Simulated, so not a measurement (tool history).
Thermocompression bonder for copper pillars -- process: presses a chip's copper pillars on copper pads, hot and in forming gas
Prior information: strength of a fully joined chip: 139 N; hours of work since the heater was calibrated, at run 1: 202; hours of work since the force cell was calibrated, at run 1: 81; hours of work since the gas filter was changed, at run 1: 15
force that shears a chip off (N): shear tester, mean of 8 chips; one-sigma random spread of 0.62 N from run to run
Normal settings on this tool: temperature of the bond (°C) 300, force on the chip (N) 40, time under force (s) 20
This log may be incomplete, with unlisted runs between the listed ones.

run    hour  temperature of the bond (°C)  force on the chip (N)  time under force (s)  hours of work since the heater was calibrated  hours of work since the force cell was calibrated  hours of work since the gas filter was changed  force that shears a chip off (N)
  1     0.0                           300                     40                    20                                            202                                                 81                                              15                              65.6
  2    49.4                           300                     40                    20                                            236                                                114                                              49                              66.4
  3    71.8                           274                     40                    20                                            252                                                130                                              64                              49.4
  4   111.8                           300                     40                    20                                            279                                                157                                              92                              65.3
  5   140.6                           300                     40                    20                                            299                                                177                                             111                              65.2
  6   165.4                           300                     40                    20                                            316                                                194                                             128                              65.4
  7   189.0                           300                     40                    20                                            332                                                210                                             144                              66.0
  8   236.4                           300                     40                    20                                            364                                                242                                             177                              64.9
  9   286.6                           300                     40                    17                                            399                                                277                                             211                              62.1
 10   313.1                           300                     26                    20                                            417                                                295                                             229                              45.5
 11   340.6                           300                     26                    20                                            436                                                314                                             248                              44.9
 12   386.4                           300                     26                    20                                            467                                                345                                             279                              45.1
 13   412.2                           301                     26                    20                                            485                                                363                                             297                              45.9
      455.1  -- forming gas filter changed
 14   465.6                           301                     26                    20                                            521                                                399                                               7                              45.8
 15   513.3                           289                     40                    20                                            553                                                432                                              40                              58.9
 16   560.9                           289                     40                    20                                            586                                                464                                              72                              59.3
 17   609.3                           289                     40                    20                                            619                                                497                                             106                              58.1
 18   634.9                           289                     40                    20                                            637                                                515                                             123                              59.1
 19   668.9                           300                     40                    53                                            660                                                538                                             146                              90.8
 20   691.3                           300                     40                    20                                            675                                                553                                             162                              65.0
 21   714.5                           279                     40                    20                                            691                                                569                                             178                              52.7
 22   755.4                           317                     40                    51                                            719                                                597                                             206                              99.1
 23   788.9                           296                     44                    39                                            742                                                620                                             228                              84.5
 24   824.8                           296                     44                    39                                            767                                                645                                             253                              84.4
 25   848.4                           308                     40                    20                                            783                                                661                                             269                              70.1
 26   871.4                           308                     40                    20                                            799                                                677                                             285                              69.7
 27   920.2                           307                     38                    28                                            832                                                710                                             318                              75.5
      933.2  -- forming gas filter changed
 28   966.4                           290                     38                    60                                            863                                                741                                              23                              83.4
 29  1010.9                           290                     38                    60                                            894                                                772                                              53                              83.0
 30  1040.2                           311                     34                    13                                            914                                                792                                              73                              53.4
 31  1084.5                           293                     34                    13                                            944                                                822                                             104                              45.6
 32  1114.6                           300                     40                    38                                            965                                                843                                             124                              80.6
 33  1163.3                           297                     42                    23                                            998                                                876                                             158                              70.0
 34  1214.7                           307                     33                    45                                           1033                                                911                                             193                              80.1
 35  1245.7                           307                     33                    45                                           1054                                                932                                             214                              79.6
 36  1285.9                           326                     40                    13                                           1082                                                960                                             241                              70.6
 37  1312.1                           326                     30                    23                                           1100                                                978                                             259                              68.6
     1344.3  -- heater calibrated with a thermocouple chip
 38  1368.7                           326                     30                    23                                             17                                               1015                                             297                              69.2
 39  1394.8                           326                     30                    23                                             35                                               1033                                             315                              68.7

Entry by entry between the runs, the difference in hidden state between the last listed run before and the first listed run after:
From run 13 to run 14: forming gas filter changed (hour 455.1)
  oxide that the forming gas leaves, % of the face: 1.13 -> 0.52
From run 27 to run 28: forming gas filter changed (hour 933.2)
  oxide that the forming gas leaves, % of the face: 1.16 -> 0.55
From run 37 to run 38: heater calibrated with a thermocouple chip (hour 1344.3)
  true temperature of the bond over the reading, C: 0.4 -> 0.1; oxide that the forming gas leaves, % of the face: 1.04 -> 1.12
